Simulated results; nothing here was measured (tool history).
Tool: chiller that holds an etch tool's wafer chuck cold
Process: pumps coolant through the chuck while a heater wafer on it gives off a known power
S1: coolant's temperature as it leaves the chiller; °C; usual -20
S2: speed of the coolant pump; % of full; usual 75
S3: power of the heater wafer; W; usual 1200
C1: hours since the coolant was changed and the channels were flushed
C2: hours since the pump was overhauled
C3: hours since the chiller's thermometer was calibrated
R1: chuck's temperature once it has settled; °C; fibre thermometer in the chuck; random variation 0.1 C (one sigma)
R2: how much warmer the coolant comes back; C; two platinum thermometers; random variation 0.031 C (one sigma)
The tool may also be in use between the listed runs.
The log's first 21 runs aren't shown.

Run 22, day 23.083: usual settings but S1 -12 °C, S2 80 % of full, S3 1622 W; C1 2256; C2 1076; C3 34. Result: R1 1 °C, R2 4.97 C.
Run 23, day 23.983: usual settings but S2 83 % of full, S3 1783 W; C1 2277; C2 1098; C3 56. Result: R1 -5.9 °C, R2 5.2 C.
Run 24, day 25.012: usual settings but S2 80 % of full, S3 1342 W; C1 2302; C2 1122; C3 80. Result: R1 -9.2 °C, R2 4.11 C.
Run 25, day 25.85: usual settings but S1 -21 °C, S2 88 % of full; C1 2322; C2 1143; C3 100. Result: R1 -11.9 °C, R2 3.32 C.
Run 26, day 27.054: usual settings but S1 -21 °C, S2 88 % of full; C1 2351; C2 1171; C3 129. Result: R1 -11.7 °C, R2 3.27 C.
Run 27, day 28.012: usual settings but S1 -21 °C, S2 64 % of full, S3 1649 W; C1 2374; C2 1194; C3 152. Result: R1 -6.1 °C, R2 6.4 C.
Run 28, day 28.746: usual settings but S1 -21 °C, S2 64 % of full, S3 1649 W; C1 2392; C2 1212; C3 170. Result: R1 -5.8 °C, R2 6.36 C.
Run 29, day 29.604: usual settings but S1 -14 °C, S2 65 % of full; C1 2412; C2 1233; C3 191. Result: R1 -3.1 °C, R2 4.6 C.
Run 30, day 31.196: usual settings but S1 -19 °C, S2 85 % of full, S3 874 W; C1 2451; C2 1271; C3 229. Result: R1 -12.3 °C, R2 2.55 C.
Run 31, day 31.938: usual settings but S1 -25 °C; C1 2468; C2 1289; C3 247. Result: R1 -15 °C, R2 3.97 C.
Run 32, day 33.442: usual settings but S1 -25 °C; C1 2504; C2 1325; C3 283. Result: R1 -15 °C, R2 3.96 C.

The next listed run, before its measurement:
Run 33, day 34.783: usual settings but S1 -25 °C, S2 80 % of full; C1 2537; C2 1357; C3 315. Result: R1 ?, R2 ?.

Run 33 gave R1 -15.4 °C, R2 3.67 C.
Without the tool's hidden state the same run would have given R1 -15.9 °C, R2 3.62 C.
